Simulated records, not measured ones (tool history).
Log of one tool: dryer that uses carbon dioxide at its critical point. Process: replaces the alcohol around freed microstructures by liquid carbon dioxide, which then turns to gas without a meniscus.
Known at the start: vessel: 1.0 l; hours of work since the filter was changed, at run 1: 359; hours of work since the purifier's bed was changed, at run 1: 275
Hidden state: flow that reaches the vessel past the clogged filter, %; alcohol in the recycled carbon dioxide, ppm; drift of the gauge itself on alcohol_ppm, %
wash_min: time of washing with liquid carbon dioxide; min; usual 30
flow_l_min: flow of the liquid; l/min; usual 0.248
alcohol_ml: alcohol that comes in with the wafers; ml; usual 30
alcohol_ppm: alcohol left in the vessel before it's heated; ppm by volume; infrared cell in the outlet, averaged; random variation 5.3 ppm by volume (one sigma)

run   hour  wash_min  flow_l_min  alcohol_ml  hours of work since the filter was changed  hours of work since the purifier's bed was changed  alcohol_ppm
  1      0        30       0.248          30                                         359                                                 275          237
  2   20.5        30       0.248         115                                         366                                                 282          759
  3   63.4        30       0.248         115                                         381                                                 297          821
  4   87.8        23       0.248          30                                         390                                                 305          693
  5  113.4        30       0.248          32                                         398                                                 314          273
  6  142.6        30       0.248          32                                         409                                                 324          283
  7    186        30       0.248          32                                         423                                                 339          283
  8  228.5        46       0.248          30                                         438                                                 354           96
  9  253.4        46       0.248          30                                         447                                                 362           97
 10    295        46       0.248          30                                         461                                                 377           93
 11  319.3        46       0.248          30                                         469                                                 385          104
 12    339        46       0.248          30                                         476                                                 392          108
 13  357.4        19       0.248          30                                         483                                                 398         1388
 14  385.6        30       0.248          71                                         492                                                 408          633
 15  430.1        30       0.248          30                                         508                                                 423          324
 16  452.8        30       0.393          30                                         515                                                 431          107
 17  486.9        19       0.248          30                                         527                                                 443         1483
 18  520.7        38       0.282          30                                         539                                                 454          127
     550.1  -- inlet filter changed
 19  557.5        33       0.248          24                                           3                                                 467          147

Forecast run 20:
 20  583.3        27       0.232          64                                          11                                                 476            ?

Run 20 gave alcohol_ppm 700 ppm by volume.
Without the tool's hidden state the same run would have given alcohol_ppm 581 ppm by volume.
